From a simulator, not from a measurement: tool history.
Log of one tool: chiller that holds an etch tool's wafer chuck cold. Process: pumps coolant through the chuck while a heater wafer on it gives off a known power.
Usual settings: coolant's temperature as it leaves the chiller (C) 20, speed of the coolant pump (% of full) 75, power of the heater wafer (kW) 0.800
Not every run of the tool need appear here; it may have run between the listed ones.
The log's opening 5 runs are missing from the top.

run	hour	coolant's temperature as it leaves the chiller (C)	speed of the coolant pump (% of full)	power of the heater wafer (kW)	hours since the coolant was changed and the channels were flushed	hours since the pump was overhauled	hours since the chiller's thermometer was calibrated	chuck's temperature once it has settled (C)	how much warmer the coolant comes back (C)
6	112.1	18	75	0.800	1492	1029	2074	26.53	3.67
7	133.9	20	63	0.800	1514	1051	2096	29.45	4.39
8	155.0	20	63	0.800	1535	1072	2117	29.55	4.36
9	189.1	20	63	0.800	1569	1106	2151	29.61	4.38
10	220.9	20	63	0.800	1601	1138	2183	29.63	4.37
11	252.9	20	75	0.800	1633	1170	2215	28.73	3.69
12	285.0	20	75	0.800	1665	1202	2247	28.84	3.70
13	322.2	20	75	0.800	1702	1239	2284	28.61	3.68
14	340.9	20	75	0.800	1721	1258	2303	28.79	3.69
15	363.8	20	75	0.800	1744	1281	2326	28.83	3.67
16	396.7	26	75	0.800	1777	1314	2359	34.67	3.71
17	412.1	12	62	0.800	1792	1329	2374	21.72	4.43
# hour 414.7: chiller's thermometer calibrated
18	447.8	10	68	1.004	1827	1364	33	21.75	5.10

What does the tool deliver on the next run?
19	481.3	10	100	1.004	1860	1397	67	?	?

{"run 19": {"chuck's temperature once it has settled (C)": 19.42, "how much warmer the coolant comes back (C)": 3.5}}
Minus the tool's unlogged condition, the same run would have read chuck's temperature once it has settled (C) 18.82, how much warmer the coolant comes back (C) 3.49.
